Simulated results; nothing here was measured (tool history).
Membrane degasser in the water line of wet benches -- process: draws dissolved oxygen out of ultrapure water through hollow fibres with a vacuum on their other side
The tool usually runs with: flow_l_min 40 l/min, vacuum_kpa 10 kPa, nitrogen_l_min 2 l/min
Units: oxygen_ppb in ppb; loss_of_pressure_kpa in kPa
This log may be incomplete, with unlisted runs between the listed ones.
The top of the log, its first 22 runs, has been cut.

run	day	flow_l_min	vacuum_kpa	nitrogen_l_min	oxygen_ppb	loss_of_pressure_kpa
# day 124.179: vacuum gauge calibrated
23	129.821	28	13.8	4.15	186.7	45.76
24	133.158	28	18.6	1.91	511.3	46.09
25	140.1	30	9.2	2	221.6	49.45
26	146.496	30	9.2	2	221.5	49.17
27	153.512	30	9.2	2	224.1	48.89
28	159.146	40	20.4	0.99	1280.5	65.4
29	164.15	40	20.4	0.99	1263.7	66.08
30	169.412	40	20.4	0.99	1261.1	65.34

Each row is a separate what-if for the run after 30, all from the same tool condition, not one after another. Results?
A	177.004	51	10	2	?	?
B	177.004	27	6.1	0.99	?	?
C	177.004	30	12.7	2.22	?	?
D	177.004	58	24.7	1.93	?	?
E	177.004	40	6.4	2.35	?	?

run	oxygen_ppb	loss_of_pressure_kpa
A	492.5	83.87
B	181.4	44.15
C	312.1	48.92
D	1346.5	94.98
E	184.7	65.38
Had the tool no hidden state, the same runs would have come out as:
run	oxygen_ppb	loss_of_pressure_kpa
A	491.9	83.78
B	181.2	44.11
C	311.9	48.87
D	1345.8	94.89
E	184.4	65.31

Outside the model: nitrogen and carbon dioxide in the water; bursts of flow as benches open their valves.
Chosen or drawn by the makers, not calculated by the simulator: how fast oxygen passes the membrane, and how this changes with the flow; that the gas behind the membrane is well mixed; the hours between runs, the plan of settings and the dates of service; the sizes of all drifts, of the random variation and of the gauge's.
